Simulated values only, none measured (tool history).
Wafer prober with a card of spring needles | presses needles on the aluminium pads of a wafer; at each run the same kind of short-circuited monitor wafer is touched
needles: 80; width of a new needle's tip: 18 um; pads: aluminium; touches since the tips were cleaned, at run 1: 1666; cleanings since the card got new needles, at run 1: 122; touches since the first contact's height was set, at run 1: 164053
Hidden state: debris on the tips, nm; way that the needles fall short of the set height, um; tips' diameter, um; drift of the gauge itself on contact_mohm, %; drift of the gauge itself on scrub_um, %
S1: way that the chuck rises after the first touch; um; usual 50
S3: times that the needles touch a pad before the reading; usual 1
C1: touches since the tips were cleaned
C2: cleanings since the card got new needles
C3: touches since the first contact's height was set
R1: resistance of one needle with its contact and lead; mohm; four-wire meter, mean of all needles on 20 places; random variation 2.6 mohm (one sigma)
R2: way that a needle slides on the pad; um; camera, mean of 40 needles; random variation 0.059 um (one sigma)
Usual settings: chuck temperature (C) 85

run 1 hour=0.0 | S1=50 chuck_temperature_(C)=85 S3=1 | C1=1666 C2=122 C3=164053 | R1=301 R2=11.10
-- hour=8.6 tips cleaned on abrasive film
-- hour=20.1 tips cleaned on abrasive film
-- hour=34.4 tips cleaned on abrasive film
-- hour=45.8 tips cleaned on abrasive film
-- hour=58.0 tips cleaned on abrasive film
run 2 hour=58.0 | S1=34 chuck_temperature_(C)=85 S3=1 | C1=0 C2=127 C3=190596 | R1=315 R2=7.51
-- hour=72.3 tips cleaned on abrasive film
-- hour=72.6 height of the first contact set anew
-- hour=86.9 tips cleaned on abrasive film
run 3 hour=92.4 | S1=34 chuck_temperature_(C)=85 S3=1 | C1=2519 C2=129 C3=9068 | R1=321 R2=7.55
-- hour=101.0 tips cleaned on abrasive film
-- hour=112.5 tips cleaned on abrasive film
-- hour=123.9 tips cleaned on abrasive film
-- hour=138.2 tips cleaned on abrasive film
run 4 hour=140.6 | S1=34 chuck_temperature_(C)=66 S3=1 | C1=1128 C2=133 C3=31149 | R1=311 R2=7.63
-- hour=152.1 tips cleaned on abrasive film
-- hour=166.4 tips cleaned on abrasive film
-- hour=177.8 tips cleaned on abrasive film
-- hour=192.1 tips cleaned on abrasive film
run 5 hour=194.8 | S1=34 chuck_temperature_(C)=74 S3=1 | C1=1224 C2=137 C3=55945 | R1=314 R2=7.65
-- hour=206.2 tips cleaned on abrasive film
-- hour=220.5 tips cleaned on abrasive film
-- hour=234.8 tips cleaned on abrasive film
-- hour=246.3 tips cleaned on abrasive film
run 6 hour=247.1 | S1=34 chuck_temperature_(C)=74 S3=1 | C1=376 C2=141 C3=79893 | R1=315 R2=7.62
-- hour=258.6 tips cleaned on abrasive film
-- hour=272.9 tips cleaned on abrasive film
run 7 hour=281.0 | S1=50 chuck_temperature_(C)=85 S3=1 | C1=3763 C2=143 C3=95444 | R1=301 R2=11.19
-- hour=286.8 tips cleaned on abrasive film
-- hour=301.1 tips cleaned on abrasive film
-- hour=312.5 tips cleaned on abrasive film
-- hour=326.8 tips cleaned on abrasive film
-- hour=339.2 tips cleaned on abrasive film
run 8 hour=339.2 | S1=60 chuck_temperature_(C)=85 S3=1 | C1=0 C2=148 C3=122068 | R1=296 R2=13.39
-- hour=353.5 tips cleaned on abrasive film
-- hour=367.8 tips cleaned on abrasive film
-- hour=382.1 tips cleaned on abrasive film
-- hour=396.4 tips cleaned on abrasive film
run 9 hour=401.5 | S1=60 chuck_temperature_(C)=85 S3=1 | C1=2373 C2=152 C3=150632 | R1=293 R2=13.33
-- hour=410.2 tips cleaned on abrasive film
-- hour=421.6 tips cleaned on abrasive film
-- hour=435.9 tips cleaned on abrasive film
-- hour=447.4 tips cleaned on abrasive film
-- hour=460.4 tips cleaned on abrasive film
run 10 hour=460.4 | S1=50 chuck_temperature_(C)=43 S3=1 | C1=0 C2=157 C3=177544 | R1=288 R2=11.19
-- hour=471.8 tips cleaned on abrasive film
-- hour=486.1 tips cleaned on abrasive film
-- hour=497.6 tips cleaned on abrasive film
-- hour=503.6 height of the first contact set anew
-- hour=512.2 tips cleaned on abrasive film
run 11 hour=515.6 | S1=50 chuck_temperature_(C)=85 S3=2 | C1=1563 C2=161 C3=5493 | R1=303 R2=11.12
-- hour=524.2 tips cleaned on abrasive film
-- hour=535.6 tips cleaned on abrasive film
-- hour=549.9 tips cleaned on abrasive film
-- hour=564.2 tips cleaned on abrasive film
-- hour=575.7 tips cleaned on abrasive film
run 12 hour=581.9 | S1=50 chuck_temperature_(C)=85 S3=2 | C1=2855 C2=166 C3=35851 | R1=308 R2=11.11
-- hour=587.6 tips cleaned on abrasive film
-- hour=601.9 tips cleaned on abrasive film
-- hour=616.2 tips cleaned on abrasive film
run 13 hour=625.8 | S1=50 chuck_temperature_(C)=85 S3=1 | C1=4398 C2=169 C3=55962 | R1=303 R2=11.13
-- hour=628.7 tips cleaned on abrasive film
-- hour=643.0 tips cleaned on abrasive film
-- hour=654.5 tips cleaned on abrasive film
-- hour=668.7 tips cleaned on abrasive film
run 14 hour=673.1 | S1=50 chuck_temperature_(C)=85 S3=1 | C1=2010 C2=173 C3=77616 | R1=303 R2=11.11
-- hour=681.7 tips cleaned on abrasive film
-- hour=696.0 tips cleaned on abrasive film
-- hour=710.3 tips cleaned on abrasive film
-- hour=724.6 tips cleaned on abrasive film
run 15 hour=734.9 | S1=50 chuck_temperature_(C)=85 S3=1 | C1=4746 C2=177 C3=105935 | R1=303 R2=11.09
-- hour=737.8 tips cleaned on abrasive film
-- hour=749.3 tips cleaned on abrasive film
-- hour=763.6 tips cleaned on abrasive film
-- hour=777.9 tips cleaned on abrasive film
-- hour=792.2 tips cleaned on abrasive film
-- hour=805.8 tips cleaned on abrasive film
run 16 hour=805.8 | S1=34 chuck_temperature_(C)=27 S3=1 | C1=0 C2=183 C3=138371 | R1=297 R2=7.48
-- hour=820.1 tips cleaned on abrasive film
-- hour=831.5 tips cleaned on abrasive film
-- hour=845.8 tips cleaned on abrasive film
run 17 hour=851.1 | S1=65 chuck_temperature_(C)=96 S3=1 | C1=2446 C2=186 C3=159151 | R1=299 R2=14.49
-- hour=859.8 tips cleaned on abrasive film
-- hour=871.2 tips cleaned on abrasive film
-- hour=883.6 tips cleaned on abrasive film
run 18 hour=883.6 | S1=46 chuck_temperature_(C)=96 S3=2 | C1=0 C2=189 C3=173970 | R1=306 R2=10.22
-- hour=897.9 tips cleaned on abrasive film
-- hour=912.2 tips cleaned on abrasive film
run 19 hour=914.2 | S1=46 chuck_temperature_(C)=90 S3=1 | C1=950 C2=191 C3=188015 | R1=307 R2=10.20
-- hour=925.7 tips cleaned on abrasive film
-- hour=934.5 height of the first contact set anew
-- hour=937.4 tips cleaned on abrasive film
-- hour=951.7 tips cleaned on abrasive film
-- hour=966.0 tips cleaned on abrasive film
run 20 hour=975.8 | S1=50 chuck_temperature_(C)=30 S3=1 | C1=4505 C2=195 C3=18910 | R1=281 R2=11.07
-- hour=978.7 tips cleaned on abrasive film
-- hour=990.2 tips cleaned on abrasive film
-- hour=1004.5 tips cleaned on abrasive film
run 21 hour=1005.0 | S1=50 chuck_temperature_(C)=81 S3=2 | C1=248 C2=198 C3=32254 | R1=304 R2=11.10
-- hour=1016.5 tips cleaned on abrasive film
-- hour=1030.7 tips cleaned on abrasive film
-- hour=1043.3 tips cleaned on abrasive film
run 22 hour=1043.3 | S1=50 chuck_temperature_(C)=81 S3=2 | C1=0 C2=201 C3=49779 | R1=304 R2=11.00
-- hour=1057.6 tips cleaned on abrasive film
-- hour=1071.9 tips cleaned on abrasive film
run 23 hour=1073.6 | S1=50 chuck_temperature_(C)=81 S3=2 | C1=818 C2=203 C3=63691 | R1=298 R2=11.10
-- hour=1085.1 tips cleaned on abrasive film
-- hour=1099.4 tips cleaned on abrasive film
-- hour=1110.8 tips cleaned on abrasive film
run 24 hour=1111.8 | S1=32 chuck_temperature_(C)=78 S3=2 | C1=448 C2=206 C3=81163 | R1=313 R2=7.04
-- hour=1123.3 tips cleaned on abrasive film
-- hour=1134.7 tips cleaned on abrasive film
-- hour=1149.0 tips cleaned on abrasive film
run 25 hour=1157.8 | S1=47 chuck_temperature_(C)=28 S3=1 | C1=4037 C2=209 C3=102228 | R1=283 R2=10.36
-- hour=1160.7 tips cleaned on abrasive film
-- hour=1172.2 tips cleaned on abrasive film
-- hour=1186.5 tips cleaned on abrasive film
run 26 hour=1190.4 | S1=43 chuck_temperature_(C)=28 S3=2 | C1=1828 C2=212 C3=117150 | R1=283 R2=9.43

Measured less the same run without the tool's hidden state. The same run-to-run variation is in both; the gauge's scatter may not be:
run=1 R2=+0.00
run=2 R2=-0.01
run=3 R2=-0.01
run=4 R2=-0.01
run=5 R2=-0.02
run=6 R2=-0.03
run=7 R2=-0.04
run=8 R2=-0.07
run=9 R2=-0.08
run=10 R2=-0.07
run=11 R2=-0.08
run=12 R2=-0.09
run=13 R2=-0.09
run=14 R2=-0.11
run=15 R2=-0.11
run=16 R2=-0.09
run=17 R2=-0.17
run=18 R2=-0.12
run=19 R2=-0.13
run=20 R2=-0.15
run=21 R2=-0.15
run=22 R2=-0.16
run=23 R2=-0.16
run=24 R2=-0.11
run=25 R2=-0.16
run=26 R2=-0.16
R1: within 1 mohm of the measured result in every run.
